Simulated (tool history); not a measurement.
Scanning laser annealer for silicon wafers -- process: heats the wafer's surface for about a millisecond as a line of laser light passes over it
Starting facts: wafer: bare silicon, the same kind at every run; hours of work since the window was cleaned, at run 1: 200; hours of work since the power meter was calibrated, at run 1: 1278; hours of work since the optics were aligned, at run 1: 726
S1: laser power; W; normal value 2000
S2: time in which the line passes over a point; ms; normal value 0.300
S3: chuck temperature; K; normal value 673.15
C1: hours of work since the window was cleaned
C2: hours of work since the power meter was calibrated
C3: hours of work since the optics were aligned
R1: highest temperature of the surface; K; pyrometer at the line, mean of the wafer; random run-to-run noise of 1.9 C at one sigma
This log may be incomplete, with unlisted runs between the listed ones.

| run | hour | S1 | S2 | S3 | C1 | C2 | C3 | R1 |
|---|---|---|---|---|---|---|---|---|
| 1 | 0.0 | 2000 | 0.300 | 673.15 | 200 | 1278 | 726 | 1445.15 |
| 2 | 81.2 | 2000 | 0.375 | 673.15 | 245 | 1323 | 772 | 1540.15 |
| 3 | 137.6 | 2000 | 0.375 | 673.15 | 277 | 1355 | 803 | 1538.15 |
| 4 | 208.1 | 2000 | 0.375 | 673.15 | 316 | 1394 | 842 | 1538.15 |
| 5 | 292.8 | 2000 | 0.375 | 673.15 | 363 | 1441 | 889 | 1530.15 |
| 6 | 373.8 | 2000 | 0.300 | 673.15 | 408 | 1486 | 934 | 1442.15 |
| 7 | 475.2 | 2000 | 0.300 | 673.15 | 464 | 1542 | 991 | 1437.15 |
| 8 | 574.9 | 2000 | 0.300 | 713.15 | 520 | 1598 | 1046 | 1478.15 |
|  | 607.3 | optics aligned, line set to its width |
| 9 | 681.1 | 2000 | 0.300 | 673.15 | 576 | 1654 | 41 | 1452.15 |
| 10 | 772.1 | 2000 | 0.300 | 673.15 | 627 | 1705 | 92 | 1453.15 |
| 11 | 856.3 | 2000 | 0.300 | 673.15 | 674 | 1752 | 138 | 1447.15 |
|  | 867.7 | window over the wafer cleaned |
| 12 | 914.5 | 2000 | 0.271 | 673.15 | 26 | 1783 | 170 | 1406.15 |
| 13 | 969.0 | 2000 | 0.300 | 709.15 | 56 | 1813 | 200 | 1481.15 |
| 14 | 1027.0 | 2000 | 0.300 | 673.15 | 89 | 1845 | 232 | 1443.15 |
|  | 1092.0 | window over the wafer cleaned, once more |
| 15 | 1109.0 | 2000 | 0.300 | 673.15 | 9 | 1890 | 277 | 1463.15 |
| 16 | 1164.5 | 2000 | 0.360 | 673.15 | 40 | 1921 | 308 | 1533.15 |
| 17 | 1221.5 | 2000 | 0.360 | 677.15 | 72 | 1952 | 339 | 1535.15 |
| 18 | 1298.0 | 2000 | 0.360 | 677.15 | 115 | 1995 | 382 | 1536.15 |
| 19 | 1346.0 | 2000 | 0.339 | 673.15 | 141 | 2022 | 409 | 1508.15 |
| 20 | 1430.9 | 2000 | 0.311 | 673.15 | 188 | 2069 | 456 | 1468.15 |
| 21 | 1512.0 | 2000 | 0.311 | 673.15 | 234 | 2114 | 501 | 1469.15 |
| 22 | 1597.4 | 2049 | 0.264 | 642.15 | 281 | 2161 | 548 | 1388.15 |
| 23 | 1671.8 | 2063 | 0.264 | 642.15 | 323 | 2203 | 590 | 1394.15 |
| 24 | 1721.8 | 1901 | 0.366 | 705.15 | 350 | 2231 | 618 | 1522.15 |
| 25 | 1770.8 | 1901 | 0.366 | 705.15 | 378 | 2258 | 645 | 1526.15 |
| 26 | 1869.5 | 1901 | 0.366 | 705.15 | 432 | 2313 | 700 | 1520.15 |
| 27 | 1939.7 | 1770 | 0.346 | 634.15 | 472 | 2352 | 739 | 1370.15 |
| 28 | 2018.0 | 1853 | 0.250 | 634.15 | 515 | 2395 | 782 | 1287.15 |
| 29 | 2107.5 | 2009 | 0.226 | 673.15 | 565 | 2445 | 832 | 1345.15 |
| 30 | 2151.5 | 2009 | 0.226 | 673.15 | 589 | 2470 | 857 | 1348.15 |
| 31 | 2196.7 | 1919 | 0.248 | 684.15 | 614 | 2495 | 882 | 1355.15 |
| 32 | 2288.4 | 1919 | 0.248 | 684.15 | 665 | 2546 | 933 | 1356.15 |
| 33 | 2348.6 | 1749 | 0.227 | 671.15 | 699 | 2579 | 966 | 1253.15 |
| 34 | 2402.7 | 1749 | 0.227 | 671.15 | 729 | 2609 | 996 | 1257.15 |
| 35 | 2494.4 | 1843 | 0.298 | 698.15 | 780 | 2660 | 1047 | 1403.15 |
|  | 2522.3 | optics aligned, line set to its width |
|  | 2548.0 | window over the wafer cleaned |
| 36 | 2560.3 | 1749 | 0.300 | 673.15 | 7 | 2693 | 20 | 1367.15 |
| 37 | 2610.7 | 1749 | 0.300 | 676.15 | 35 | 2721 | 48 | 1370.15 |
| 38 | 2700.9 | 2000 | 0.300 | 667.15 | 85 | 2771 | 98 | 1460.15 |
| 39 | 2769.7 | 2000 | 0.300 | 667.15 | 123 | 2810 | 136 | 1457.15 |
| 40 | 2816.0 | 2000 | 0.252 | 673.15 | 149 | 2835 | 162 | 1396.15 |
| 41 | 2912.0 | 2000 | 0.252 | 673.15 | 202 | 2889 | 216 | 1396.15 |

Difference, measured minus no-hidden-state, one row per run. Run-to-run variation is common to both terms; the gauge's own scatter need not be:
Unlogged tool condition in this case: light that passes the window, % of a clean one's; laser's true power over the reading, %; width of the line over the set one, %; drift of the gauge itself on peak_c, C.
| run | R1 |
|---|---|
| 1 | -7.00 |
| 2 | -9.00 |
| 3 | -9.00 |
| 4 | -11.00 |
| 5 | -12.00 |
| 6 | -12.00 |
| 7 | -13.00 |
| 8 | -15.00 |
| 9 | +0.00 |
| 10 | -1.00 |
| 11 | -2.00 |
| 12 | -9.00 |
| 13 | -10.00 |
| 14 | -11.00 |
| 15 | +6.00 |
| 16 | +5.00 |
| 17 | +4.00 |
| 18 | +3.00 |
| 19 | +3.00 |
| 20 | +1.00 |
| 21 | +0.00 |
| 22 | -2.00 |
| 23 | -2.00 |
| 24 | -4.00 |
| 25 | -4.00 |
| 26 | -6.00 |
| 27 | -6.00 |
| 28 | -6.00 |
| 29 | -7.00 |
| 30 | -8.00 |
| 31 | -8.00 |
| 32 | -9.00 |
| 33 | -9.00 |
| 34 | -9.00 |
| 35 | -12.00 |
| 36 | +13.00 |
| 37 | +12.00 |
| 38 | +12.00 |
| 39 | +11.00 |
| 40 | +9.00 |
| 41 | +8.00 |
